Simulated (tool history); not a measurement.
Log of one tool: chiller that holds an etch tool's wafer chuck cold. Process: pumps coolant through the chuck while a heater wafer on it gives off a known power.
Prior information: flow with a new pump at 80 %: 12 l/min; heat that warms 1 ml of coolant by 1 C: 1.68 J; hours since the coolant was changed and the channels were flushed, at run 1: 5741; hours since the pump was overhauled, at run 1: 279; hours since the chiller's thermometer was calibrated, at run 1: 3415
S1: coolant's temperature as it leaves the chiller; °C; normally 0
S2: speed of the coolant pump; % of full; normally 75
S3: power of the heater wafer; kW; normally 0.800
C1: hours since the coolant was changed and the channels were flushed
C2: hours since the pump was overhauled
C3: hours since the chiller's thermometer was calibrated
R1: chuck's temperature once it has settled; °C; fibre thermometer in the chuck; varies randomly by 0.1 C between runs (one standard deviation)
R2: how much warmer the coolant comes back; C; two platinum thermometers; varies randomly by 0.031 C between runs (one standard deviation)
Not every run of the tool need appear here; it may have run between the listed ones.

{"run": 1, "hour": 0.0, "S1": 0, "S2": 75, "S3": 0.8, "C1": 5741, "C2": 279, "C3": 3415, "R1": 7.8, "R2": 2.53}
{"run": 2, "hour": 35.9, "S1": 0, "S2": 75, "S3": 0.8, "C1": 5777, "C2": 315, "C3": 3451, "R1": 8.1, "R2": 2.58}
{"run": 3, "hour": 57.3, "S1": 0, "S2": 75, "S3": 0.643, "C1": 5799, "C2": 336, "C3": 3473, "R1": 6.5, "R2": 2.09}
{"run": 4, "hour": 94.1, "S1": 0, "S2": 75, "S3": 0.643, "C1": 5836, "C2": 373, "C3": 3509, "R1": 6.4, "R2": 2.07}
{"run": 5, "hour": 119.6, "S1": 0, "S2": 83, "S3": 0.8, "C1": 5861, "C2": 398, "C3": 3535, "R1": 7.5, "R2": 2.31}
{"hour": 128.4, "done": "coolant pump overhauled"}
{"run": 6, "hour": 153.0, "S1": 0, "S2": 83, "S3": 0.8, "C1": 5889, "C2": 25, "C3": 3563, "R1": 7.5, "R2": 2.26}
{"run": 7, "hour": 172.6, "S1": 0, "S2": 83, "S3": 0.8, "C1": 5909, "C2": 44, "C3": 3583, "R1": 7.4, "R2": 2.34}
{"run": 8, "hour": 195.9, "S1": 6, "S2": 75, "S3": 1.037, "C1": 5932, "C2": 68, "C3": 3606, "R1": 16.5, "R2": 3.31}
{"run": 9, "hour": 227.7, "S1": 6, "S2": 60, "S3": 1.154, "C1": 5964, "C2": 99, "C3": 3638, "R1": 19.3, "R2": 4.8}
{"run": 10, "hour": 269.3, "S1": -3, "S2": 66, "S3": 0.469, "C1": 6006, "C2": 141, "C3": 3680, "R1": 2.1, "R2": 1.74}
{"run": 11, "hour": 297.2, "S1": -9, "S2": 73, "S3": 1.052, "C1": 6034, "C2": 169, "C3": 3708, "R1": 2.0, "R2": 3.49}
{"run": 12, "hour": 325.4, "S1": -9, "S2": 73, "S3": 1.052, "C1": 6062, "C2": 197, "C3": 3736, "R1": 1.8, "R2": 3.48}

Each row is a separate what-if for the run after 12, all from the same tool condition, not one after another. Results?
{"hour": 347.2, "done": "coolant pump overhauled, once more"}
{"run": "A", "hour": 357.8, "S1": -2, "S2": 66, "S3": 1.035, "C1": 6089, "C2": 11, "C3": 3763, "R1": "?", "R2": "?"}
{"hour": 347.2, "done": "coolant pump overhauled, once more"}
{"run": "B", "hour": 357.8, "S1": 0, "S2": 64, "S3": 0.414, "C1": 6089, "C2": 11, "C3": 3763, "R1": "?", "R2": "?"}
{"hour": 347.2, "done": "coolant pump overhauled, once more"}
{"run": "C", "hour": 357.8, "S1": 4, "S2": 73, "S3": 1.16, "C1": 6089, "C2": 11, "C3": 3763, "R1": "?", "R2": "?"}
{"hour": 347.2, "done": "coolant pump overhauled, once more"}
{"run": "D", "hour": 357.8, "S1": -9, "S2": 69, "S3": 1.052, "C1": 6089, "C2": 11, "C3": 3763, "R1": "?", "R2": "?"}

run=A R1=9.4 R2=3.81
run=B R1=4.4 R2=1.56
run=C R1=15.8 R2=3.85
run=D R1=2.2 R2=3.66
With no hidden state in the tool, these same runs would have given:
run=A R1=7.9 R2=3.79
run=B R1=3.8 R2=1.55
run=C R1=14.1 R2=3.83
run=D R1=0.7 R2=3.64

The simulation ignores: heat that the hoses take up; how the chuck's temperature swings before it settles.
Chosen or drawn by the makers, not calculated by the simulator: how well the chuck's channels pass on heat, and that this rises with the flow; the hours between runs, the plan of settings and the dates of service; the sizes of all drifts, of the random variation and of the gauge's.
